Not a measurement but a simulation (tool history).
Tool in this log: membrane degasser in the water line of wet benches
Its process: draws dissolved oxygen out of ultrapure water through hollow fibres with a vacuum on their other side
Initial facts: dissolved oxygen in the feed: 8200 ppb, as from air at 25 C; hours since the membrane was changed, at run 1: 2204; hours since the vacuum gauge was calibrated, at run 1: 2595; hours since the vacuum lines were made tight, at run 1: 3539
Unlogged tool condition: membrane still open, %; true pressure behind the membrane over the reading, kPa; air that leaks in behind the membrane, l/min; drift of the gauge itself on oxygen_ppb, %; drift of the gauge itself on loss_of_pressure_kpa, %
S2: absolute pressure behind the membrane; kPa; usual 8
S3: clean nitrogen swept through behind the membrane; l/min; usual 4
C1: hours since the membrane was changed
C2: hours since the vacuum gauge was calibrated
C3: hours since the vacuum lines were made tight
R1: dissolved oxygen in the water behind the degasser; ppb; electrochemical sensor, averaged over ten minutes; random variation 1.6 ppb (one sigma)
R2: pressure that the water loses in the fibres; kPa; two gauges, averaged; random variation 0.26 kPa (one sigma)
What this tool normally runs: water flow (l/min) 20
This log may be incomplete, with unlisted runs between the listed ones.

Run 1, hour 0: usual settings; C1 2204; C2 2595; C3 3539. Result: R1 169.6 ppb, R2 70.63 kPa.
Run 2, hour 72.6: usual settings but S2 5.04 kPa; C1 2277; C2 2667; C3 3611. Result: R1 135.1 ppb, R2 69.96 kPa.
Run 3, hour 135.6: usual settings but S2 5.04 kPa; C1 2340; C2 2730; C3 3674. Result: R1 135.1 ppb, R2 69.67 kPa.
Run 4, hour 185.5: usual settings but S2 5.04 kPa; C1 2390; C2 2780; C3 3724. Result: R1 133.3 ppb, R2 70.15 kPa.
Run 5, hour 226.6: usual settings but S2 5.04 kPa; C1 2431; C2 2821; C3 3765. Result: R1 134.6 ppb, R2 69.9 kPa.
Run 6, hour 280.9: usual settings but S2 5.04 kPa; C1 2485; C2 2876; C3 3820. Result: R1 136.3 ppb, R2 70.43 kPa.
Run 7, hour 332.4: usual settings but S2 5.04 kPa; C1 2536; C2 2927; C3 3871. Result: R1 136.1 ppb, R2 70.45 kPa.
Run 8, hour 403.4: usual settings but S2 5.04 kPa; C1 2607; C2 2998; C3 3942. Result: R1 135.5 ppb, R2 70.54 kPa.
At hour 412.2: seals of the vacuum lines changed.
Run 9, hour 470.4: usual settings but S2 5.04 kPa; C1 2672; C2 3063; C3 58. Result: R1 133.5 ppb, R2 70.21 kPa.
Run 10, hour 541.9: usual settings but S2 5.04 kPa; C1 2744; C2 3135; C3 130. Result: R1 134 ppb, R2 70.57 kPa.
Run 11, hour 579.2: usual settings but S3 2.61 l/min; C1 2781; C2 3172; C3 167. Result: R1 202.9 ppb, R2 69.96 kPa.
Run 12, hour 623.2: usual settings but S3 2.61 l/min; C1 2825; C2 3216; C3 211. Result: R1 200.8 ppb, R2 70.31 kPa.
Run 13, hour 674.1: usual settings; C1 2876; C2 3267; C3 262. Result: R1 171 ppb, R2 70.4 kPa.
Run 14, hour 730.1: usual settings; C1 2932; C2 3323; C3 318. Result: R1 169.8 ppb, R2 70.42 kPa.
Run 15, hour 816.6: usual settings; C1 3019; C2 3409; C3 404. Result: R1 166.7 ppb, R2 70.68 kPa.
At hour 821.6: vacuum gauge calibrated.
Run 16, hour 859.2: usual settings; C1 3061; C2 38; C3 447. Result: R1 173.5 ppb, R2 70.48 kPa.
Run 17, hour 941.6: usual settings but water flow (l/min) 12, S2 9.16 kPa, S3 2.45 l/min; C1 3143; C2 120; C3 529. Result: R1 91.3 ppb, R2 42.24 kPa.
Run 18, hour 1007.7: usual settings but water flow (l/min) 31, S2 17.6 kPa, S3 1.68 l/min; C1 3209; C2 186; C3 595. Result: R1 881.1 ppb, R2 108.92 kPa.
Run 19, hour 1090.7: usual settings but water flow (l/min) 31, S2 17.6 kPa, S3 1.68 l/min; C1 3292; C2 269; C3 678. Result: R1 864.1 ppb, R2 109.65 kPa.
Run 20, hour 1173: usual settings but water flow (l/min) 30, S2 16.54 kPa, S3 1.68 l/min; C1 3375; C2 351; C3 760. Result: R1 820.4 ppb, R2 105.66 kPa.
Run 21, hour 1257.9: usual settings but S2 10.65 kPa, S3 2.09 l/min; C1 3459; C2 436; C3 845. Result: R1 280.2 ppb, R2 70.6 kPa.
Run 22, hour 1341.8: usual settings but water flow (l/min) 13, S2 12.42 kPa, S3 1.68 l/min; C1 3543; C2 520; C3 929. Result: R1 192.9 ppb, R2 45.62 kPa.
At hour 1356.8: vacuum gauge calibrated, once more.
Run 23, hour 1414.7: usual settings but water flow (l/min) 31, S2 6.4 kPa, S3 1.68 l/min; C1 3616; C2 58; C3 1001. Result: R1 479.2 ppb, R2 110 kPa.
Run 24, hour 1452.7: usual settings but water flow (l/min) 21, S2 6.21 kPa, S3 2.1 l/min; C1 3654; C2 96; C3 1039. Result: R1 200.6 ppb, R2 74.63 kPa.
Run 25, hour 1521.2: usual settings but water flow (l/min) 14, S2 12.47 kPa, S3 1.94 l/min; C1 3722; C2 164; C3 1108. Result: R1 195.5 ppb, R2 49.38 kPa.
Run 26, hour 1598.9: usual settings but water flow (l/min) 24, S3 11.01 l/min; C1 3800; C2 242; C3 1186. Result: R1 217.2 ppb, R2 85.07 kPa.

Expected results for the next run?
Run 27, hour 1687.5: usual settings but water flow (l/min) 14, S3 6.91 l/min; C1 3889; C2 331; C3 1274. Result: R1 ?, R2 ?.

{"run 27": {"R1": 59.6, "R2": 49.71}}
Minus the tool's unlogged condition, the same run would have read R1 54.3 ppb, R2 48.41 kPa.
